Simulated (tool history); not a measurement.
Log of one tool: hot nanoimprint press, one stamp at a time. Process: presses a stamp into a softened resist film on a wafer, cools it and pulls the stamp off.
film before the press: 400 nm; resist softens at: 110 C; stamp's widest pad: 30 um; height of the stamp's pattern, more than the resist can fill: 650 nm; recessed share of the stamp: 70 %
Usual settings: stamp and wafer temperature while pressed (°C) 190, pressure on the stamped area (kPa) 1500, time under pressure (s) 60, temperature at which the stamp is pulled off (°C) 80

run	hour	stamp and wafer temperature while pressed (°C)	pressure on the stamped area (kPa)	time under pressure (s)	temperature at which the stamp is pulled off (°C)	resist left under the stamp's widest pad (nm)	greatest force while the stamp is pulled off (N)
1	0.0	190	1500	60	80	150.5	127.8
2	19.5	190	1500	66	80	145.6	129.0
# hour 39.7: stamp cleaned and given a new release coat
3	47.2	190	1500	66	87	146.0	95.2
4	68.3	190	1500	66	87	145.6	96.5
5	89.3	190	1500	66	87	147.1	96.9
6	102.5	190	1500	66	87	147.0	98.4
7	114.0	190	1500	66	87	147.0	97.5
8	127.9	190	1500	66	87	146.9	98.5
9	141.5	190	1500	66	87	147.1	99.9
10	158.2	190	1500	32	80	193.4	122.0
11	168.4	190	1500	32	80	193.3	122.3
12	188.6	190	1500	60	80	153.9	123.3
13	205.9	190	1950	60	80	133.7	126.8
14	221.3	190	1950	60	88	135.3	101.9
15	231.1	190	1950	60	88	135.0	102.0
16	242.9	190	1060	34	75	221.5	143.9
17	263.1	188	1500	69	84	159.4	116.0
# hour 272.1: plate thermocouple calibrated
18	281.5	199	1220	98	66	94.6	172.9
19	293.0	190	1800	60	80	134.0	127.6

Run 20 comes next. What will it give?
20	305.2	193	1800	60	68	?	?

Run 20 gave resist left under the stamp's widest pad (nm) 119.2, greatest force while the stamp is pulled off (N) 168.5.
Without the tool's hidden state the same run would have given resist left under the stamp's widest pad (nm) 118.1, greatest force while the stamp is pulled off (N) 148.1.
